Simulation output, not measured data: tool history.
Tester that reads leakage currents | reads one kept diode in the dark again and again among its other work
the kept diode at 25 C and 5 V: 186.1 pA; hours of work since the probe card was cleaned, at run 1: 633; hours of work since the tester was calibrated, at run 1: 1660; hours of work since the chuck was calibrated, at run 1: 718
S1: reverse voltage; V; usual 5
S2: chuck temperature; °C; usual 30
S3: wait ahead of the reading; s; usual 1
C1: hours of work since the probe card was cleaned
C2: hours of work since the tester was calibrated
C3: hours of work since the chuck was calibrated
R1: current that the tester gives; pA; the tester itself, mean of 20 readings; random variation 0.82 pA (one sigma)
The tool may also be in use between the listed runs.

Run 1, hour 0: usual settings; C1 633; C2 1660; C3 718. Result: R1 287.61 pA.
Run 2, hour 50.6: usual settings; C1 659; C2 1687; C3 745. Result: R1 287.71 pA.
Run 3, hour 124.4: usual settings; C1 698; C2 1725; C3 783. Result: R1 289.02 pA.
Run 4, hour 173.1: usual settings; C1 723; C2 1750; C3 808. Result: R1 289.66 pA.
Run 5, hour 215.1: usual settings; C1 745; C2 1772; C3 830. Result: R1 288.64 pA.
Run 6, hour 301.9: usual settings; C1 790; C2 1818; C3 875. Result: R1 290.57 pA.
Run 7, hour 350.8: usual settings; C1 816; C2 1843; C3 901. Result: R1 291.74 pA.
Run 8, hour 415.1: usual settings; C1 849; C2 1877; C3 934. Result: R1 292.09 pA.
Run 9, hour 466.6: usual settings; C1 876; C2 1903; C3 961. Result: R1 293.37 pA.
Run 10, hour 552.9: usual settings; C1 921; C2 1948; C3 1006. Result: R1 291.96 pA.
At hour 575.8: chuck's temperature calibrated.
Run 11, hour 607.2: usual settings; C1 948; C2 1976; C3 16. Result: R1 278.19 pA.
Run 12, hour 675.5: usual settings but S3 6.1 s; C1 984; C2 2011; C3 52. Result: R1 277.84 pA.
Run 13, hour 758.4: usual settings but S3 6.1 s; C1 1027; C2 2054; C3 95. Result: R1 280.27 pA.
Run 14, hour 799.6: usual settings but S2 26 °C; C1 1049; C2 2076; C3 117. Result: R1 208.55 pA.
Run 15, hour 884.4: usual settings but S2 26 °C; C1 1093; C2 2120; C3 161. Result: R1 208.84 pA.
Run 16, hour 966.4: usual settings but S1 19.59 V; C1 1136; C2 2163; C3 204. Result: R1 570.52 pA.
Run 17, hour 1032.6: usual settings; C1 1170; C2 2197; C3 238. Result: R1 282.19 pA.
Run 18, hour 1106.8: usual settings; C1 1209; C2 2236; C3 277. Result: R1 282.68 pA.
Run 19, hour 1196: usual settings; C1 1255; C2 2282; C3 323. Result: R1 283.28 pA.
Run 20, hour 1254.3: usual settings; C1 1286; C2 2313; C3 354. Result: R1 283.75 pA.
At hour 1289.9: probe card cleaned and baked.
Run 21, hour 1302.2: usual settings but S2 38 °C, S3 2.55 s; C1 6; C2 2336; C3 377. Result: R1 499.57 pA.
Run 22, hour 1344.2: usual settings but S2 38 °C, S3 2.55 s; C1 28; C2 2358; C3 399. Result: R1 500.52 pA.
Run 23, hour 1427.5: usual settings but S1 3.97 V, S2 50 °C, S3 2.55 s; C1 72; C2 2401; C3 442. Result: R1 999.35 pA.
Run 24, hour 1509: usual settings but S3 9.7 s; C1 114; C2 2444; C3 485. Result: R1 282.53 pA.
Run 25, hour 1598.2: usual settings but S2 21 °C; C1 161; C2 2490; C3 531. Result: R1 144.71 pA.
Run 26, hour 1692.1: usual settings but S2 21 °C; C1 209; C2 2539; C3 580. Result: R1 144.54 pA.
Run 27, hour 1786.7: usual settings but S2 21 °C; C1 259; C2 2588; C3 629. Result: R1 144.87 pA.
Run 28, hour 1881.5: usual settings but S3 0.51 s; C1 308; C2 2638; C3 679. Result: R1 287.46 pA.
Run 29, hour 1935.6: usual settings but S1 1.85 V, S2 45 °C, S3 2.59 s; C1 336; C2 2666; C3 707. Result: R1 494.62 pA.
Run 30, hour 1988.1: usual settings but S1 7.83 V; C1 364; C2 2693; C3 734. Result: R1 364.07 pA.
Run 31, hour 2050: usual settings but S1 2.62 V, S2 52 °C, S3 6.85 s; C1 396; C2 2726; C3 766. Result: R1 939.08 pA.
Run 32, hour 2147.1: usual settings but S1 2.62 V, S2 52 °C, S3 6.85 s; C1 447; C2 2776; C3 817. Result: R1 941.4 pA.
Run 33, hour 2211.5: usual settings but S1 2.62 V, S2 52 °C, S3 6.85 s; C1 480; C2 2810; C3 851. Result: R1 944.03 pA.
Run 34, hour 2309: usual settings but S1 5.26 V; C1 531; C2 2861; C3 901. Result: R1 299.23 pA.
Run 35, hour 2349.3: usual settings but S1 5.26 V; C1 552; C2 2882; C3 922. Result: R1 300.42 pA.
Run 36, hour 2426.9: usual settings but S2 31 °C, S3 0.47 s; C1 592; C2 2922; C3 963. Result: R1 316.57 pA.
Run 37, hour 2469.4: usual settings but S1 7.01 V, S3 1.16 s; C1 614; C2 2944; C3 985. Result: R1 347.44 pA.
At hour 2532.2: chuck's temperature calibrated.
Run 38, hour 2553: usual settings but S2 23 °C; C1 657; C2 2987; C3 11. Result: R1 163.39 pA.
Run 39, hour 2623.6: usual settings but S2 34 °C, S3 0.74 s; C1 694; C2 3023; C3 48. Result: R1 370.39 pA.

Forecast each of these 5 alternatives for the next run:
Run A, hour 2690.9: usual settings but S1 1.08 V, S2 25 °C, S3 1.85 s; C1 729; C2 3058; C3 83. Result: R1 ?.
Run B, hour 2690.9: usual settings but S1 7.41 V, S2 20 °C, S3 0.98 s; C1 729; C2 3058; C3 83. Result: R1 ?.
Run C, hour 2690.9: usual settings but S1 15.7 V, S2 34 °C, S3 2.71 s; C1 729; C2 3058; C3 83. Result: R1 ?.
Run D, hour 2690.9: usual settings but S2 40 °C; C1 729; C2 3058; C3 83. Result: R1 ?.
Run E, hour 2690.9: usual settings but S2 39 °C, S3 0.74 s; C1 729; C2 3058; C3 83. Result: R1 ?.

run      R1
  A   86.67
  B  159.94
  C  663.85
  D  563.36
  E  524.52
Without the tool's hidden state the same runs would have given:
run      R1
  A   85.22
  B  155.62
  C   650.3
  D  554.32
  E  516.02
